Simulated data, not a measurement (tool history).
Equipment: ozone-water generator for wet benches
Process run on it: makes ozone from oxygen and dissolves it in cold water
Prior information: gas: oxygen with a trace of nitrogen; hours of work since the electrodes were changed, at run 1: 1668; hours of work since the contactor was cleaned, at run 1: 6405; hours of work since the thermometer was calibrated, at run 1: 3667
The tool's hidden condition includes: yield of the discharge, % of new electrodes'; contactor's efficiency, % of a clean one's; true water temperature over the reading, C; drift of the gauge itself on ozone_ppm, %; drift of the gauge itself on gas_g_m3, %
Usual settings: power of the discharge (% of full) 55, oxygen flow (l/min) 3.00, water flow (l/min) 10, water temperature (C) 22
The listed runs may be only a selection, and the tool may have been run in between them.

run	hour	power of the discharge (% of full)	oxygen flow (l/min)	water flow (l/min)	water temperature (C)	hours of work since the electrodes were changed	hours of work since the contactor was cleaned	hours of work since the thermometer was calibrated	dissolved ozone (ppm)	ozone in the gas ahead of the water (g/m3)
1	0.0	55	3.00	10	22	1668	6405	3667	13.8	127.5
2	141.6	44	3.00	10	22	1759	6496	3758	11.3	102.7
3	250.5	44	3.00	10	22	1829	6566	3828	11.1	103.1
4	346.4	44	3.00	10	22	1891	6628	3890	11.2	102.0
5	464.3	44	3.00	10	22	1967	6704	3966	11.3	105.4
6	555.7	44	3.00	10	22	2026	6763	4025	11.2	103.3
7	687.5	44	3.00	10	18	2111	6848	4109	11.9	102.2
8	823.8	55	3.56	10	22	2198	6935	4197	13.6	117.9
9	917.3	55	3.56	10	22	2259	6996	4257	13.7	117.1
10	1053.1	55	3.56	10	22	2346	7083	4345	13.7	117.4
11	1165.8	55	3.56	10	22	2419	7156	4417	13.6	117.9
12	1238.0	55	4.43	10	22	2465	7202	4464	13.6	107.1
13	1311.9	55	4.43	10	25	2513	7250	4511	12.6	107.2
14	1377.9	55	4.43	10	25	2555	7292	4554	12.6	105.6
15	1453.5	55	5.28	11	19	2604	7341	4602	13.2	98.6
16	1536.7	97	2.79	9	27	2657	7394	4656	22.0	216.2
17	1665.0	55	1.92	6	28	2740	7477	4739	17.1	150.8
18	1767.0	46	1.92	6	22	2806	7542	4804	16.1	129.9
19	1915.2	46	1.92	6	22	2901	7638	4900	16.0	130.0
20	2008.0	46	1.92	6	22	2961	7698	4959	16.2	129.4
21	2091.6	55	5.03	10	22	3014	7751	5013	13.4	99.6
22	2211.5	74	1.70	13	15	3092	7829	5090	13.7	205.4
23	2342.6	43	3.00	14	22	3176	7913	5175	8.1	101.1
24	2439.2	43	3.00	8	21	3238	7975	5237	12.7	100.0
# hour 2472.3: contactor cleaned
25	2595.5	43	3.00	8	21	3336	79	5335	13.5	99.5
# hour 2628.0: water thermometer calibrated
26	2678.5	43	2.94	11	21	3389	132	32	11.0	101.0
27	2766.3	63	3.00	7	22	3446	189	89	20.5	141.4

What differs in the tool's unlogged condition from the final listed run ahead of each entry between runs to the first listed run following it?
Between runs 24 and 25: contactor cleaned (hour 2472.3)
  yield of the discharge, % of new electrodes': 94.5 -> 94.3; contactor's efficiency, % of a clean one's: 81.4 -> 98.8; true water temperature over the reading, C: 0.33 -> 0.34
  measured result minus the result with no hidden state, dissolved ozone (ppm): -1.5 -> -0.6; ozone in the gas ahead of the water (g/m3): -3.3 -> -3.3
Between runs 25 and 26: water thermometer calibrated (hour 2628.0)
  yield of the discharge, % of new electrodes': 94.3 -> 94.2; contactor's efficiency, % of a clean one's: 98.8 -> 98.7; true water temperature over the reading, C: 0.34 -> 0.02
  measured result minus the result with no hidden state, dissolved ozone (ppm): -0.6 -> -0.5; ozone in the gas ahead of the water (g/m3): -3.3 -> -3.4

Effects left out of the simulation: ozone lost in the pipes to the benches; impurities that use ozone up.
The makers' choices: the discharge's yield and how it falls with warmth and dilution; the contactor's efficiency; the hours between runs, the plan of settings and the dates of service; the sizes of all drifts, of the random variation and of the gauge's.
